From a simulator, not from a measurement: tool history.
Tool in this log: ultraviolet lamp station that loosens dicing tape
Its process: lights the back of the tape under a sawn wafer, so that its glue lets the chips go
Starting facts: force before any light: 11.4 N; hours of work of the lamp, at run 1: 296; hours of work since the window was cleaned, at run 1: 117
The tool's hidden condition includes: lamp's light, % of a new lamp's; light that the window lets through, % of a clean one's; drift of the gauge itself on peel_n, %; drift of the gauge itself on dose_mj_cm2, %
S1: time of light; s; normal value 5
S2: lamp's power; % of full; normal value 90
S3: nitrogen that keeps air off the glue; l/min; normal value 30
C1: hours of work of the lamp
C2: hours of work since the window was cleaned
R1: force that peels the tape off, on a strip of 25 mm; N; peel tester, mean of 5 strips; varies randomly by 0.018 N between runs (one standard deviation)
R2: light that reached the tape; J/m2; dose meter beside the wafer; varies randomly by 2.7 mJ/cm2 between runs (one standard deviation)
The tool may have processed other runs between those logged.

{"run": 1, "hour": 0.0, "S1": 5, "S2": 90, "S3": 30, "C1": 296, "C2": 117, "R1": 0.873, "R2": 3490}
{"run": 2, "hour": 20.2, "S1": 5, "S2": 90, "S3": 30, "C1": 307, "C2": 129, "R1": 0.843, "R2": 3500}
{"run": 3, "hour": 53.0, "S1": 5, "S2": 61, "S3": 30, "C1": 326, "C2": 148, "R1": 1.837, "R2": 2340}
{"run": 4, "hour": 81.6, "S1": 5, "S2": 61, "S3": 30, "C1": 343, "C2": 164, "R1": 1.941, "R2": 2370}
{"run": 5, "hour": 98.9, "S1": 5, "S2": 61, "S3": 55, "C1": 353, "C2": 174, "R1": 1.615, "R2": 2350}
{"run": 6, "hour": 121.7, "S1": 5, "S2": 61, "S3": 55, "C1": 366, "C2": 187, "R1": 1.612, "R2": 2400}
{"run": 7, "hour": 154.5, "S1": 5, "S2": 61, "S3": 55, "C1": 385, "C2": 206, "R1": 1.642, "R2": 2360}
{"run": 8, "hour": 183.0, "S1": 5, "S2": 61, "S3": 55, "C1": 401, "C2": 223, "R1": 1.702, "R2": 2360}
{"run": 9, "hour": 213.4, "S1": 2, "S2": 90, "S3": 30, "C1": 419, "C2": 240, "R1": 3.86, "R2": 1390}
{"run": 10, "hour": 243.2, "S1": 2, "S2": 90, "S3": 30, "C1": 436, "C2": 258, "R1": 4.113, "R2": 1430}
{"run": 11, "hour": 265.2, "S1": 5, "S2": 90, "S3": 43, "C1": 449, "C2": 270, "R1": 0.752, "R2": 3500}
{"run": 12, "hour": 281.6, "S1": 5, "S2": 90, "S3": 43, "C1": 458, "C2": 280, "R1": 0.776, "R2": 3510}
{"run": 13, "hour": 314.3, "S1": 5, "S2": 88, "S3": 38, "C1": 477, "C2": 299, "R1": 0.814, "R2": 3410}
{"run": 14, "hour": 332.7, "S1": 5, "S2": 88, "S3": 38, "C1": 487, "C2": 309, "R1": 0.843, "R2": 3460}
{"run": 15, "hour": 351.9, "S1": 10, "S2": 88, "S3": 38, "C1": 499, "C2": 320, "R1": 0.135, "R2": 6850}
{"run": 16, "hour": 382.8, "S1": 5, "S2": 92, "S3": 30, "C1": 516, "C2": 338, "R1": 0.838, "R2": 3630}
{"run": 17, "hour": 411.2, "S1": 5, "S2": 92, "S3": 30, "C1": 533, "C2": 354, "R1": 0.821, "R2": 3610}
{"run": 18, "hour": 440.9, "S1": 5, "S2": 92, "S3": 30, "C1": 550, "C2": 371, "R1": 0.828, "R2": 3600}

The next listed run, before its measurement:
{"run": 19, "hour": 470.4, "S1": 2, "S2": 99, "S3": 39, "C1": 567, "C2": 389, "R1": "?", "R2": "?"}

{"run 19": {"R1": 3.445, "R2": 1550}}
Were there no unlogged condition in the tool, this run, its random variation unchanged, would have produced R1 3.437 N, R2 1550 J/m2.

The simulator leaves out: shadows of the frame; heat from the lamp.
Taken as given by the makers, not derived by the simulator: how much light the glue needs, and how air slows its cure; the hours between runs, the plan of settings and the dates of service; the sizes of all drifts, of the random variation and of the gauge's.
